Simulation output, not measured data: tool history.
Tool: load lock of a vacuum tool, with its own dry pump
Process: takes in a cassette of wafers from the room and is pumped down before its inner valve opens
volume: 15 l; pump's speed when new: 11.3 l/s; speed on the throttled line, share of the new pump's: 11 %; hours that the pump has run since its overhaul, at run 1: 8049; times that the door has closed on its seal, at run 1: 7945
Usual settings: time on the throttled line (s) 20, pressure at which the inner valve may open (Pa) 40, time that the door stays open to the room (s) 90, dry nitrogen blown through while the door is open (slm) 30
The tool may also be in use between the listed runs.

run,hour,time on the throttled line (s),pressure at which the inner valve may open (Pa),time that the door stays open to the room (s),dry nitrogen blown through while the door is open (slm),hours that the pump has run since its overhaul,times that the door has closed on its seal,"incoming humidity of the room's air, %",time from the closed door until the inner valve may open (s),rise of the pressure with all valves shut (Pa/min)
1,0,20,40,90,30,8049,7945,42.4,29.19,0.185
2,202.9,20,40,90,30,8252,8833,46.3,29.25,0.21
3,333.4,20,40,90,30,8382,9405,43.4,29.24,0.213
4,502.2,20,40,90,30,8551,10143,43.6,29.22,0.221
5,735.1,20,40,90,30,8784,11163,45,29.31,0.247
6,1001.3,20,40,90,30,9050,12328,44.1,29.38,0.272
7,1196.5,20,40,90,30,9245,13183,46.7,29.4,0.302
8,1405.9,20,40,90,30,9455,14099,46.9,29.49,0.332
9,1547.5,20,44,158,30,9596,14719,46.7,29.28,0.363
10,1795.5,20,44,158,30,9844,15805,37.4,29.23,0.369
11,2008.8,10,40,90,6,10058,16738,45.6,20.78,0.442
12,2141.4,10,40,36,30,10190,17319,45.1,20.77,0.391
13,2372.8,10,40,36,30,10422,18332,48.5,20.81,0.424
14,2609.7,10,40,36,30,10658,19369,43.4,21,0.459
15,2785.7,20,79,157,30,10834,20139,47.3,28.51,0.534

Forecast each of these 5 alternatives for the next run:
# hour 2940.6: door's seal changed, seat wiped
A,3006.6,20,38,157,6,11054,288,47.6,?,?
# hour 2940.6: door's seal changed, seat wiped
B,3006.6,29,66,210,30,11054,288,45.2,?,?
# hour 2940.6: door's seal changed, seat wiped
C,3006.6,15,40,90,30,11054,288,45.6,?,?
# hour 2940.6: door's seal changed, seat wiped
D,3006.6,20,79,157,43,11054,288,46.1,?,?
# hour 2940.6: door's seal changed, seat wiped
E,3006.6,20,39,203,30,11054,288,49.7,?,?

run,time from the closed door until the inner valve may open (s),rise of the pressure with all valves shut (Pa/min)
A,29.72,0.155
B,36.65,0.11
C,25.32,0.073
D,28.6,0.081
E,29.75,0.123
Without the tool's hidden state the same runs would have given:
run,time from the closed door until the inner valve may open (s),rise of the pressure with all valves shut (Pa/min)
A,28.31,0.156
B,35.54,0.111
C,23.83,0.075
D,27.36,0.082
E,28.35,0.124
